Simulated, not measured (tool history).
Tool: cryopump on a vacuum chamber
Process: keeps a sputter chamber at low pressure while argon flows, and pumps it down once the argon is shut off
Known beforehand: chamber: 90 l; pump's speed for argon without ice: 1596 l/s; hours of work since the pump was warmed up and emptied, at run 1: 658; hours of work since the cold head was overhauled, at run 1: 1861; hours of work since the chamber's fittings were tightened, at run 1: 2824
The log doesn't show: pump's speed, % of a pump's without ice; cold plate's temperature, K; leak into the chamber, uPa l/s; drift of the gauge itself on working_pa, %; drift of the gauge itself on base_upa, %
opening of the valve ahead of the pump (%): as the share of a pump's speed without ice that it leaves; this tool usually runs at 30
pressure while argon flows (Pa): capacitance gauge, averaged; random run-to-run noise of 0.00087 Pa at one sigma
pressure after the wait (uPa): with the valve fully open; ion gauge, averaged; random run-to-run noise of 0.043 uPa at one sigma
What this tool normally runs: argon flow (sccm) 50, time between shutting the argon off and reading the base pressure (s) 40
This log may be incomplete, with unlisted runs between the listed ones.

| run | hour | argon flow (sccm) | time between shutting the argon off and reading the base pressure (s) | opening of the valve ahead of the pump (%) | hours of work since the pump was warmed up and emptied | hours of work since the cold head was overhauled | hours of work since the chamber's fittings were tightened | pressure while argon flows (Pa) | pressure after the wait (uPa) |
|---|---|---|---|---|---|---|---|---|---|
| 1 | 0.0 | 50 | 40 | 30 | 658 | 1861 | 2824 | 0.1884 | 4.74 |
| 2 | 52.6 | 50 | 40 | 30 | 702 | 1905 | 2868 | 0.1911 | 4.91 |
| 3 | 137.0 | 50 | 40 | 30 | 772 | 1975 | 2938 | 0.1903 | 4.93 |
| 4 | 224.5 | 50 | 40 | 30 | 844 | 2047 | 3010 | 0.1931 | 5.13 |
| 5 | 271.4 | 50 | 40 | 30 | 883 | 2086 | 3049 | 0.1934 | 5.02 |
| 6 | 317.9 | 50 | 40 | 25 | 922 | 2125 | 3088 | 0.2280 | 5.26 |
| 7 | 368.9 | 50 | 40 | 25 | 964 | 2167 | 3130 | 0.2306 | 5.29 |
| 8 | 410.1 | 50 | 40 | 30 | 998 | 2201 | 3164 | 0.1960 | 5.48 |
| 9 | 491.3 | 50 | 40 | 30 | 1065 | 2268 | 3231 | 0.1971 | 5.50 |
| 10 | 582.4 | 50 | 40 | 30 | 1141 | 2344 | 3307 | 0.2002 | 5.73 |
|  | 602.2 | pump warmed up, emptied and cooled again |
| 11 | 648.6 | 50 | 40 | 30 | 38 | 2395 | 3358 | 0.1781 | 4.71 |
| 12 | 741.2 | 50 | 40 | 30 | 115 | 2471 | 3434 | 0.1798 | 4.69 |
| 13 | 790.2 | 50 | 40 | 30 | 156 | 2512 | 3475 | 0.1794 | 5.00 |
| 14 | 856.2 | 50 | 45 | 30 | 211 | 2567 | 3530 | 0.1808 | 4.81 |
| 15 | 908.6 | 50 | 45 | 30 | 254 | 2610 | 3573 | 0.1835 | 4.84 |
| 16 | 962.0 | 50 | 45 | 30 | 298 | 2655 | 3618 | 0.1840 | 4.86 |
|  | 1034.2 | leaking fittings of the chamber tightened, without venting |
| 17 | 1038.1 | 50 | 40 | 30 | 360 | 2716 | 3 | 0.1858 | 2.54 |
| 18 | 1078.3 | 50 | 40 | 30 | 393 | 2749 | 37 | 0.1858 | 2.62 |
| 19 | 1167.6 | 50 | 40 | 30 | 467 | 2824 | 111 | 0.1863 | 2.67 |
| 20 | 1257.7 | 31 | 94 | 41 | 542 | 2898 | 185 | 0.0863 | 1.43 |
| 21 | 1304.2 | 31 | 94 | 41 | 581 | 2937 | 224 | 0.0875 | 1.47 |
| 22 | 1394.2 | 31 | 94 | 41 | 655 | 3011 | 299 | 0.0882 | 1.51 |
| 23 | 1486.6 | 36 | 40 | 30 | 732 | 3088 | 375 | 0.1369 | 2.97 |
| 24 | 1533.8 | 28 | 33 | 36 | 771 | 3127 | 414 | 0.0917 | 3.47 |
| 25 | 1624.5 | 50 | 40 | 39 | 846 | 3202 | 490 | 0.1541 | 3.02 |
| 26 | 1688.5 | 50 | 40 | 39 | 899 | 3256 | 543 | 0.1548 | 3.21 |
| 27 | 1767.1 | 50 | 40 | 27 | 965 | 3321 | 608 | 0.2177 | 3.15 |
| 28 | 1812.0 | 50 | 40 | 27 | 1002 | 3358 | 645 | 0.2172 | 3.16 |
| 29 | 1872.2 | 79 | 76 | 27 | 1052 | 3408 | 695 | 0.3454 | 2.17 |
| 30 | 1933.6 | 23 | 40 | 43 | 1103 | 3459 | 746 | 0.0689 | 3.27 |
| 31 | 1990.1 | 23 | 40 | 43 | 1149 | 3506 | 793 | 0.0682 | 3.44 |
|  | 2002.5 | pump warmed up, emptied and cooled again |
| 32 | 2079.4 | 23 | 40 | 43 | 64 | 3576 | 863 | 0.0576 | 3.26 |
| 33 | 2167.2 | 23 | 40 | 43 | 137 | 3648 | 936 | 0.0577 | 3.28 |

Forecast each of these 3 alternatives for the next run:
| A | 2258.4 | 23 | 151 | 53 | 212 | 3724 | 1011 | ? | ? |
| B | 2258.4 | 63 | 146 | 43 | 212 | 3724 | 1011 | ? | ? |
| C | 2258.4 | 29 | 40 | 43 | 212 | 3724 | 1011 | ? | ? |

| run | pressure while argon flows (Pa) | pressure after the wait (uPa) |
|---|---|---|
| A | 0.0484 | 1.53 |
| B | 0.1601 | 1.62 |
| C | 0.0749 | 3.29 |
What these runs would have given with no unlogged condition in the tool:
| run | pressure while argon flows (Pa) | pressure after the wait (uPa) |
|---|---|---|
| A | 0.0458 | 0.78 |
| B | 0.1529 | 0.86 |
| C | 0.0715 | 2.54 |

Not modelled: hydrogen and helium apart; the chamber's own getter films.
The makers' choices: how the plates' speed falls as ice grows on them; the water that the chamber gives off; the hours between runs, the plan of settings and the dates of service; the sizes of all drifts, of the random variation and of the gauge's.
